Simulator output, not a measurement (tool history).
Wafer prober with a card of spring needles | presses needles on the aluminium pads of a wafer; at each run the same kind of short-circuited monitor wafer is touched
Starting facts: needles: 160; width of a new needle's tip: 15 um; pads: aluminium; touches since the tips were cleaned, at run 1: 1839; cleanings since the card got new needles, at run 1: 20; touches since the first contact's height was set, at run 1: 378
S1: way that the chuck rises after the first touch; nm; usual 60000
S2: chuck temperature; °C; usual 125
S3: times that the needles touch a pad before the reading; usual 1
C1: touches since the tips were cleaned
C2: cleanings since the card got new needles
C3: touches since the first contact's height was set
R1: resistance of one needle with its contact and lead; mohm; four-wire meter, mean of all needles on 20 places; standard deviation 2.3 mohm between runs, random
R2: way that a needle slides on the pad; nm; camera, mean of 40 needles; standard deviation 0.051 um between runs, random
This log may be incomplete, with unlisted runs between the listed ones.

run   hour     S1   S2  S3    C1  C2     C3   R1     R2
  1    0.0  60000  125   1  1839  20    378  279   7780
       5.6  -- tips cleaned on abrasive film
  2   12.8  60000   51   1  1792  21   3529  290   7720
      18.9  -- tips cleaned on abrasive film
  3   25.6  60000   51   1  1648  22   6679  261   7710
      31.8  -- tips cleaned on abrasive film
      37.0  -- tips cleaned on abrasive film, once more
  4   38.1  60000   51   1   271  24   9734  244   7720
      49.5  -- tips cleaned on abrasive film
  5   56.7  60000  125   1  1773  25  14327  282   7680
      61.7  -- tips cleaned on abrasive film
      74.7  -- tips cleaned on abrasive film
  6   75.7  60000  125   1   257  27  19003  262   7660
      86.6  -- tips cleaned on abrasive film
  7   89.1  60000  125   1   611  28  22293  272   7630
      98.6  -- tips cleaned on abrasive film
  8   98.6  60000  125   1     0  29  24645  264   7650
  9  109.2  41000  125   1  2614  29  27259  320   5130
     110.5  -- tips cleaned on abrasive film
 10  119.5  41000  125   1  2218  30  29795  308   5190
     123.3  -- tips cleaned on abrasive film
 11  131.3  79000  113   1  1979  31  32704  267  10040
     136.3  -- tips cleaned on abrasive film
 12  147.9  60000   33   2  2884  32  36806  260   7700
     148.8  -- tips cleaned on abrasive film
     161.2  -- tips cleaned on abrasive film
 13  161.2  60000   55   2     0  34  40060  246   7580
     174.3  -- tips cleaned on abrasive film
 14  174.5  60000  125   2    42  35  43324  259   7620
     187.2  -- tips cleaned on abrasive film
 15  191.5  57000  125   2  1070  36  47541  266   7170
     200.4  -- tips cleaned on abrasive film
 16  209.6  60000   80   2  2283  37  51990  264   7600
     212.7  -- tips cleaned on abrasive film
 17  222.5  60000   83   2  2427  38  55170  265   7490

Describe how what the log doesn't record of the tool's condition differs between the last listed run preceding each entry between runs and the first listed run following it.
Run 1 -> run 2: tips cleaned on abrasive film (hour 5.6)
  debris on the tips, nm: 80.8 -> 155.9; tips' diameter, um: 15.81 -> 16.13
  measured minus no-state result, R1: +24 -> +53 mohm; R2: +0 -> +0 nm
Run 2 -> run 3: tips cleaned on abrasive film (hour 18.9)
  debris on the tips, nm: 155.9 -> 68.1; way that the needles fall short of the set height, um: 0 -> 0.11; tips' diameter, um: 16.13 -> 16.17
  measured minus no-state result, R1: +53 -> +23 mohm; R2: +0 -> -10 nm
Run 3 -> run 4: tips cleaned on abrasive film (hour 31.8); tips cleaned on abrasive film, once more (hour 37.0)
  debris on the tips, nm: 68.1 -> 16.6; way that the needles fall short of the set height, um: 0.11 -> 0.33; tips' diameter, um: 16.17 -> 16.25
  measured minus no-state result, R1: +23 -> +7 mohm; R2: -10 -> -40 nm
Run 4 -> run 5: tips cleaned on abrasive film (hour 49.5)
  debris on the tips, nm: 16.6 -> 72.3; way that the needles fall short of the set height, um: 0.33 -> 0.43; tips' diameter, um: 16.25 -> 16.28
  measured minus no-state result, R1: +7 -> +23 mohm; R2: -40 -> -50 nm
Run 5 -> run 6: tips cleaned on abrasive film (hour 61.7); tips cleaned on abrasive film (hour 74.7)
  debris on the tips, nm: 72.3 -> 19.3; way that the needles fall short of the set height, um: 0.43 -> 0.69; tips' diameter, um: 16.28 -> 16.37
  measured minus no-state result, R1: +23 -> +6 mohm; R2: -50 -> -80 nm
Run 6 -> run 7: tips cleaned on abrasive film (hour 86.6)
  debris on the tips, nm: 19.3 -> 36.3; way that the needles fall short of the set height, um: 0.69 -> 0.82; tips' diameter, um: 16.37 -> 16.42
  measured minus no-state result, R1: +6 -> +12 mohm; R2: -80 -> -110 nm
Run 7 -> run 8: tips cleaned on abrasive film (hour 98.6)
  debris on the tips, nm: 36.3 -> 8.5; way that the needles fall short of the set height, um: 0.82 -> 0.91; tips' diameter, um: 16.42 -> 16.45
  measured minus no-state result, R1: +12 -> +4 mohm; R2: -110 -> -120 nm
Run 9 -> run 10: tips cleaned on abrasive film (hour 110.5)
  debris on the tips, nm: 93.7 -> 83; way that the needles fall short of the set height, um: 0.91 -> 1.01; tips' diameter, um: 16.45 -> 16.49
  measured minus no-state result, R1: +58 -> +51 mohm; R2: -120 -> -130 nm
Run 10 -> run 11: tips cleaned on abrasive film (hour 123.3)
  debris on the tips, nm: 83 -> 77.9; way that the needles fall short of the set height, um: 1.01 -> 1.13; tips' diameter, um: 16.49 -> 16.53
  measured minus no-state result, R1: +51 -> +17 mohm; R2: -130 -> -150 nm
Run 11 -> run 12: tips cleaned on abrasive film (hour 136.3)
  debris on the tips, nm: 77.9 -> 104.7; way that the needles fall short of the set height, um: 1.13 -> 1.25; tips' diameter, um: 16.53 -> 16.57
  measured minus no-state result, R1: +17 -> +24 mohm; R2: -150 -> -170 nm
Run 12 -> run 13: tips cleaned on abrasive film (hour 148.8); tips cleaned on abrasive film (hour 161.2)
  debris on the tips, nm: 104.7 -> 8.1; way that the needles fall short of the set height, um: 1.25 -> 1.49; tips' diameter, um: 16.57 -> 16.66
  measured minus no-state result, R1: +24 -> +3 mohm; R2: -170 -> -200 nm
Run 13 -> run 14: tips cleaned on abrasive film (hour 174.3)
  debris on the tips, nm: 8.1 -> 7.8; way that the needles fall short of the set height, um: 1.49 -> 1.62; tips' diameter, um: 16.66 -> 16.7
  measured minus no-state result, R1: +3 -> +2 mohm; R2: -200 -> -210 nm
Run 14 -> run 15: tips cleaned on abrasive film (hour 187.2)
  debris on the tips, nm: 7.8 -> 52.2; way that the needles fall short of the set height, um: 1.62 -> 1.71; tips' diameter, um: 16.7 -> 16.73
  measured minus no-state result, R1: +2 -> +12 mohm; R2: -210 -> -220 nm
Run 15 -> run 16: tips cleaned on abrasive film (hour 200.4)
  debris on the tips, nm: 52.2 -> 88.3; way that the needles fall short of the set height, um: 1.71 -> 1.84; tips' diameter, um: 16.73 -> 16.78
  measured minus no-state result, R1: +12 -> +20 mohm; R2: -220 -> -240 nm
Run 16 -> run 17: tips cleaned on abrasive film (hour 212.7)
  debris on the tips, nm: 88.3 -> 91.7; way that the needles fall short of the set height, um: 1.84 -> 1.96; tips' diameter, um: 16.78 -> 16.82
  measured minus no-state result, R1: +20 -> +21 mohm; R2: -240 -> -250 nm
